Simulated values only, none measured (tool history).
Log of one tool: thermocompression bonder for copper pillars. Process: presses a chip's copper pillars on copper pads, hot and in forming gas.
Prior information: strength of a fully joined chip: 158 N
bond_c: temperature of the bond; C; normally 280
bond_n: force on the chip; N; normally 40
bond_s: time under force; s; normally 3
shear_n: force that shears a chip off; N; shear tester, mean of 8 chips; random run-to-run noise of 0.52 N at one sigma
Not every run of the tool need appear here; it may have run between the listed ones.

run,hour,bond_c,bond_n,bond_s,shear_n
1,0.0,280,40,3,87.1
2,8.9,280,40,3,86.2
3,18.3,280,40,3,86.3
4,24.5,280,40,3,86.2
5,32.8,280,40,3,86.9
6,40.0,280,40,3,86.4
7,50.7,280,40,3,86.4
8,58.0,280,60,3,105.0
9,67.5,280,60,3,104.1
10,75.7,280,60,3,104.7
11,84.2,280,60,3,104.9
12,91.9,280,60,3,105.1
13,101.7,280,40,6,109.8
14,111.8,280,40,6,109.7
15,119.9,272,40,3,83.5
16,126.5,272,40,3,83.0
17,132.0,280,40,6,109.9
18,136.6,280,40,8,118.1
19,143.0,280,40,7,114.6
20,148.7,280,40,7,114.4
21,155.0,280,40,7,114.5
22,166.0,280,40,7,113.8
23,173.4,280,48,7,123.0
24,179.7,280,48,7,123.1
25,189.2,278,25,3,66.3
26,194.0,278,25,3,67.3
27,203.4,278,25,3,66.9
28,211.3,270,40,4,88.1
29,218.6,284,40,3,92.6
30,225.1,280,32,3,78.9
31,233.2,263,47,3,80.9
32,240.5,263,47,3,81.0
33,249.4,303,28,2,81.0
34,254.4,270,33,4,79.0
35,264.2,270,33,4,78.8
36,271.0,260,33,4,68.6
37,278.4,267,33,3,68.9
38,287.0,267,33,3,68.4
39,297.0,267,33,3,68.8

Removed from this log: 3 entries logged between the listed runs. Between which two listed runs does each belong, and how does the tool's hidden state at the listed run before it compare with that at the listed run after it?
After run 12, before run 13: forming gas filter changed (hour 94.9)
  oxide that the forming gas leaves, % of the face: 5.89 -> 0.56
  difference, measured minus the result without the unlogged condition, shear_n: -11.7 -> -5.7 N
After run 21, before run 22: force cell calibrated (hour 156.9)
  true temperature of the bond over the reading, C: -6.8 -> -6.9; force that reaches the chip, % of what is set: 100.8 -> 101; oxide that the forming gas leaves, % of the face: 0.98 -> 1.06
  difference, measured minus the result without the unlogged condition, shear_n: -6.2 -> -6.2 N
After run 28, before run 29: force cell calibrated, once more (hour 215.3)
  force that reaches the chip, % of what is set: 101.1 -> 100.7; oxide that the forming gas leaves, % of the face: 1.42 -> 1.47
  difference, measured minus the result without the unlogged condition, shear_n: -7.0 -> -7.0 N
